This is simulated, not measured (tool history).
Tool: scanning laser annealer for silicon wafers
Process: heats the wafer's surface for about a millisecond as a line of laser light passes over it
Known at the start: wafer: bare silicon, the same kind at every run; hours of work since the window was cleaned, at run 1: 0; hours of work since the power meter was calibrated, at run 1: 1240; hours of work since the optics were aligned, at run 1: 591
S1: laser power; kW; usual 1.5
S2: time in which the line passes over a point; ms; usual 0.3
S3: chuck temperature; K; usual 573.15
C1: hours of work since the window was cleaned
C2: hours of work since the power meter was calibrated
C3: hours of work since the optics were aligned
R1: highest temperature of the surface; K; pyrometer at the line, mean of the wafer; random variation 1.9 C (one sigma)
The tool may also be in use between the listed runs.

{"run": 1, "hour": 0.0, "S1": 1.5, "S2": 0.3, "S3": 573.15, "C1": 0, "C2": 1240, "C3": 591, "R1": 1388.15}
{"run": 2, "hour": 37.4, "S1": 1.5, "S2": 0.3, "S3": 573.15, "C1": 29, "C2": 1269, "C3": 620, "R1": 1389.15}
{"run": 3, "hour": 70.3, "S1": 1.5, "S2": 0.3, "S3": 573.15, "C1": 54, "C2": 1295, "C3": 645, "R1": 1392.15}
{"run": 4, "hour": 97.3, "S1": 1.424, "S2": 0.3, "S3": 573.15, "C1": 75, "C2": 1315, "C3": 666, "R1": 1337.15}
{"run": 5, "hour": 116.7, "S1": 1.5, "S2": 0.3, "S3": 573.15, "C1": 90, "C2": 1330, "C3": 681, "R1": 1388.15}
{"run": 6, "hour": 136.8, "S1": 1.5, "S2": 0.3, "S3": 573.15, "C1": 105, "C2": 1346, "C3": 696, "R1": 1392.15}
{"run": 7, "hour": 170.9, "S1": 1.5, "S2": 0.3, "S3": 573.15, "C1": 131, "C2": 1372, "C3": 722, "R1": 1391.15}
{"run": 8, "hour": 209.2, "S1": 1.5, "S2": 0.3, "S3": 573.15, "C1": 161, "C2": 1401, "C3": 752, "R1": 1392.15}
{"run": 9, "hour": 242.8, "S1": 1.5, "S2": 0.348, "S3": 573.15, "C1": 187, "C2": 1427, "C3": 777, "R1": 1448.15}
{"run": 10, "hour": 284.3, "S1": 1.5, "S2": 0.3, "S3": 591.15, "C1": 218, "C2": 1459, "C3": 809, "R1": 1408.15}
{"run": 11, "hour": 313.3, "S1": 1.5, "S2": 0.3, "S3": 591.15, "C1": 241, "C2": 1481, "C3": 832, "R1": 1410.15}
{"run": 12, "hour": 336.1, "S1": 1.5, "S2": 0.336, "S3": 573.15, "C1": 258, "C2": 1499, "C3": 849, "R1": 1435.15}
{"run": 13, "hour": 355.6, "S1": 1.5, "S2": 0.336, "S3": 573.15, "C1": 273, "C2": 1514, "C3": 864, "R1": 1433.15}
{"run": 14, "hour": 394.5, "S1": 1.5, "S2": 0.336, "S3": 573.15, "C1": 303, "C2": 1544, "C3": 894, "R1": 1430.15}
{"run": 15, "hour": 427.9, "S1": 1.585, "S2": 0.25, "S3": 612.15, "C1": 329, "C2": 1569, "C3": 920, "R1": 1419.15}
{"run": 16, "hour": 456.0, "S1": 1.484, "S2": 0.3, "S3": 602.15, "C1": 350, "C2": 1591, "C3": 941, "R1": 1406.15}
{"run": 17, "hour": 492.7, "S1": 1.561, "S2": 0.3, "S3": 573.15, "C1": 379, "C2": 1619, "C3": 969, "R1": 1433.15}
{"run": 18, "hour": 519.6, "S1": 1.563, "S2": 0.3, "S3": 569.15, "C1": 399, "C2": 1640, "C3": 990, "R1": 1430.15}
{"run": 19, "hour": 557.4, "S1": 1.479, "S2": 0.289, "S3": 569.15, "C1": 428, "C2": 1669, "C3": 1019, "R1": 1357.15}
{"run": 20, "hour": 580.1, "S1": 1.479, "S2": 0.289, "S3": 569.15, "C1": 446, "C2": 1686, "C3": 1037, "R1": 1357.15}
{"run": 21, "hour": 612.7, "S1": 1.479, "S2": 0.289, "S3": 569.15, "C1": 471, "C2": 1711, "C3": 1062, "R1": 1356.15}
{"run": 22, "hour": 650.2, "S1": 1.388, "S2": 0.212, "S3": 584.15, "C1": 500, "C2": 1740, "C3": 1090, "R1": 1211.15}
{"run": 23, "hour": 690.3, "S1": 1.5, "S2": 0.3, "S3": 576.15, "C1": 530, "C2": 1771, "C3": 1121, "R1": 1391.15}
{"run": 24, "hour": 717.9, "S1": 1.625, "S2": 0.323, "S3": 576.15, "C1": 552, "C2": 1792, "C3": 1142, "R1": 1515.15}
{"run": 25, "hour": 736.7, "S1": 1.453, "S2": 0.3, "S3": 573.15, "C1": 566, "C2": 1807, "C3": 1157, "R1": 1354.15}
{"run": 26, "hour": 762.5, "S1": 1.453, "S2": 0.279, "S3": 549.15, "C1": 586, "C2": 1826, "C3": 1177, "R1": 1306.15}

Forecast each of these 5 alternatives for the next run:
{"run": "A", "hour": 794.9, "S1": 1.512, "S2": 0.3, "S3": 551.15, "C1": 611, "C2": 1851, "C3": 1202, "R1": "?"}
{"run": "B", "hour": 794.9, "S1": 1.492, "S2": 0.326, "S3": 556.15, "C1": 611, "C2": 1851, "C3": 1202, "R1": "?"}
{"run": "C", "hour": 794.9, "S1": 1.5, "S2": 0.293, "S3": 582.15, "C1": 611, "C2": 1851, "C3": 1202, "R1": "?"}
{"run": "D", "hour": 794.9, "S1": 1.405, "S2": 0.28, "S3": 576.15, "C1": 611, "C2": 1851, "C3": 1202, "R1": "?"}
{"run": "E", "hour": 794.9, "S1": 1.453, "S2": 0.27, "S3": 610.15, "C1": 611, "C2": 1851, "C3": 1202, "R1": "?"}

run=A R1=1378.15
run=B R1=1399.15
run=C R1=1387.15
run=D R1=1301.15
run=E R1=1354.15
Without the tool's hidden state the same runs would have given:
run=A R1=1379.15
run=B R1=1400.15
run=C R1=1388.15
run=D R1=1302.15
run=E R1=1355.15

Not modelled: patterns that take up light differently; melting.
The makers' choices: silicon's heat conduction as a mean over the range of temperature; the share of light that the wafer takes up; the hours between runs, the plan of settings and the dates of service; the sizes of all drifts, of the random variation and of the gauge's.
